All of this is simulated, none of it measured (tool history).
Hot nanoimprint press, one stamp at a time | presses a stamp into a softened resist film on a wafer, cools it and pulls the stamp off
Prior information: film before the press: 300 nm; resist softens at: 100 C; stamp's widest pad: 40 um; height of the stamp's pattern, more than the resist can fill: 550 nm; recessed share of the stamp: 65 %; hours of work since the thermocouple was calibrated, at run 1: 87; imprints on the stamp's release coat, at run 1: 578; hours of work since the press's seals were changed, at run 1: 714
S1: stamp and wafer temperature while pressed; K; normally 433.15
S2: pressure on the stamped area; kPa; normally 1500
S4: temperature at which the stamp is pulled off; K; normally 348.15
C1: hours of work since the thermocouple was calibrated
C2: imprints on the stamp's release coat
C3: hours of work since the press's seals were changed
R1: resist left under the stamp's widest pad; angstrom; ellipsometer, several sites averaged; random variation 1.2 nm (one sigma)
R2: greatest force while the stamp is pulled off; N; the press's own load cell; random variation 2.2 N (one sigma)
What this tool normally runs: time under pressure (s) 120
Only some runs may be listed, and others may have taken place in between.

{"run": 1, "day": 0.0, "S1": 433.15, "S2": 1500, "time under pressure (s)": 120, "S4": 348.15, "C1": 87, "C2": 578, "C3": 714, "R1": 1788, "R2": 152}
{"run": 2, "day": 1.567, "S1": 433.15, "S2": 1980, "time under pressure (s)": 120, "S4": 348.15, "C1": 105, "C2": 641, "C3": 733, "R1": 1626, "R2": 147}
{"run": 3, "day": 2.525, "S1": 433.15, "S2": 990, "time under pressure (s)": 120, "S4": 348.15, "C1": 117, "C2": 679, "C3": 744, "R1": 2010, "R2": 149}
{"run": 4, "day": 3.904, "S1": 433.15, "S2": 1500, "time under pressure (s)": 120, "S4": 346.15, "C1": 133, "C2": 734, "C3": 761, "R1": 1756, "R2": 152}
{"run": 5, "day": 4.596, "S1": 433.15, "S2": 2110, "time under pressure (s)": 120, "S4": 348.15, "C1": 141, "C2": 762, "C3": 769, "R1": 1563, "R2": 149}
{"run": 6, "day": 6.071, "S1": 433.15, "S2": 2110, "time under pressure (s)": 120, "S4": 348.15, "C1": 159, "C2": 821, "C3": 787, "R1": 1548, "R2": 156}
{"run": 7, "day": 6.775, "S1": 433.15, "S2": 1500, "time under pressure (s)": 120, "S4": 348.15, "C1": 167, "C2": 849, "C3": 795, "R1": 1761, "R2": 152}
{"run": 8, "day": 8.0, "S1": 433.15, "S2": 1500, "time under pressure (s)": 108, "S4": 348.15, "C1": 182, "C2": 899, "C3": 810, "R1": 1807, "R2": 156}
{"run": 9, "day": 9.346, "S1": 433.15, "S2": 1500, "time under pressure (s)": 120, "S4": 348.15, "C1": 198, "C2": 952, "C3": 826, "R1": 1739, "R2": 149}
{"day": 10.508, "done": "stamp cleaned and given a new release coat"}
{"run": 10, "day": 11.017, "S1": 436.15, "S2": 1500, "time under pressure (s)": 120, "S4": 348.15, "C1": 215, "C2": 21, "C3": 843, "R1": 1505, "R2": 133}
{"run": 11, "day": 12.067, "S1": 440.15, "S2": 1500, "time under pressure (s)": 120, "S4": 348.15, "C1": 228, "C2": 63, "C3": 855, "R1": 1243, "R2": 137}
{"run": 12, "day": 13.125, "S1": 440.15, "S2": 1500, "time under pressure (s)": 120, "S4": 348.15, "C1": 240, "C2": 105, "C3": 868, "R1": 1245, "R2": 138}
{"run": 13, "day": 14.471, "S1": 440.15, "S2": 1500, "time under pressure (s)": 120, "S4": 348.15, "C1": 256, "C2": 159, "C3": 884, "R1": 1229, "R2": 134}
{"run": 14, "day": 15.5, "S1": 440.15, "S2": 1500, "time under pressure (s)": 120, "S4": 348.15, "C1": 269, "C2": 200, "C3": 896, "R1": 1239, "R2": 139}
{"run": 15, "day": 16.317, "S1": 440.15, "S2": 1500, "time under pressure (s)": 162, "S4": 348.15, "C1": 278, "C2": 233, "C3": 906, "R1": 1088, "R2": 143}
{"run": 16, "day": 17.204, "S1": 440.15, "S2": 1500, "time under pressure (s)": 69, "S4": 348.15, "C1": 289, "C2": 269, "C3": 917, "R1": 1532, "R2": 139}
{"run": 17, "day": 18.383, "S1": 440.15, "S2": 1500, "time under pressure (s)": 145, "S4": 338.15, "C1": 303, "C2": 316, "C3": 931, "R1": 1143, "R2": 160}
{"run": 18, "day": 19.404, "S1": 440.15, "S2": 1020, "time under pressure (s)": 145, "S4": 338.15, "C1": 315, "C2": 357, "C3": 943, "R1": 1338, "R2": 160}
{"run": 19, "day": 20.412, "S1": 433.15, "S2": 1910, "time under pressure (s)": 61, "S4": 348.15, "C1": 327, "C2": 397, "C3": 955, "R1": 1934, "R2": 147}
{"run": 20, "day": 21.092, "S1": 433.15, "S2": 1900, "time under pressure (s)": 120, "S4": 341.15, "C1": 335, "C2": 424, "C3": 963, "R1": 1566, "R2": 158}
{"run": 21, "day": 22.183, "S1": 433.15, "S2": 1900, "time under pressure (s)": 120, "S4": 341.15, "C1": 349, "C2": 468, "C3": 976, "R1": 1567, "R2": 160}
{"run": 22, "day": 23.267, "S1": 430.15, "S2": 2380, "time under pressure (s)": 173, "S4": 343.15, "C1": 361, "C2": 512, "C3": 989, "R1": 1467, "R2": 155}
{"run": 23, "day": 24.058, "S1": 430.15, "S2": 2380, "time under pressure (s)": 173, "S4": 343.15, "C1": 371, "C2": 543, "C3": 998, "R1": 1458, "R2": 157}
{"run": 24, "day": 25.175, "S1": 433.15, "S2": 1500, "time under pressure (s)": 71, "S4": 341.15, "C1": 384, "C2": 588, "C3": 1012, "R1": 1978, "R2": 158}
{"run": 25, "day": 26.262, "S1": 433.15, "S2": 1500, "time under pressure (s)": 71, "S4": 341.15, "C1": 397, "C2": 632, "C3": 1025, "R1": 1989, "R2": 162}
{"run": 26, "day": 27.696, "S1": 422.15, "S2": 1330, "time under pressure (s)": 71, "S4": 355.15, "C1": 414, "C2": 689, "C3": 1042, "R1": 2680, "R2": 133}
{"run": 27, "day": 29.079, "S1": 442.15, "S2": 1500, "time under pressure (s)": 78, "S4": 337.15, "C1": 431, "C2": 745, "C3": 1058, "R1": 1309, "R2": 169}
{"run": 28, "day": 29.838, "S1": 442.15, "S2": 1500, "time under pressure (s)": 78, "S4": 337.15, "C1": 440, "C2": 775, "C3": 1068, "R1": 1304, "R2": 169}
{"run": 29, "day": 31.333, "S1": 433.15, "S2": 1500, "time under pressure (s)": 79, "S4": 337.15, "C1": 458, "C2": 835, "C3": 1085, "R1": 1890, "R2": 172}

Each row is a separate what-if for the run after 29, all from the same tool condition, not one after another. Results?
{"day": 32.283, "done": "plate thermocouple calibrated"}
{"run": "A", "day": 32.479, "S1": 433.15, "S2": 1500, "time under pressure (s)": 76, "S4": 337.15, "C1": 2, "C2": 876, "C3": 1098, "R1": "?", "R2": "?"}
{"day": 32.283, "done": "plate thermocouple calibrated"}
{"run": "B", "day": 32.479, "S1": 433.15, "S2": 1500, "time under pressure (s)": 194, "S4": 348.15, "C1": 2, "C2": 876, "C3": 1098, "R1": "?", "R2": "?"}
{"day": 32.283, "done": "plate thermocouple calibrated"}
{"run": "C", "day": 32.479, "S1": 433.15, "S2": 1500, "time under pressure (s)": 79, "S4": 336.15, "C1": 2, "C2": 876, "C3": 1098, "R1": "?", "R2": "?"}
{"day": 32.283, "done": "plate thermocouple calibrated"}
{"run": "D", "day": 32.479, "S1": 433.15, "S2": 960, "time under pressure (s)": 162, "S4": 348.15, "C1": 2, "C2": 876, "C3": 1098, "R1": "?", "R2": "?"}

run=A R1=2065 R2=174
run=B R1=1550 R2=157
run=C R1=2056 R2=176
run=D R1=1910 R2=158
Without the tool's hidden state the same runs would have given:
run=A R1=2016 R2=155
run=B R1=1500 R2=139
run=C R1=2007 R2=157
run=D R1=1872 R2=141
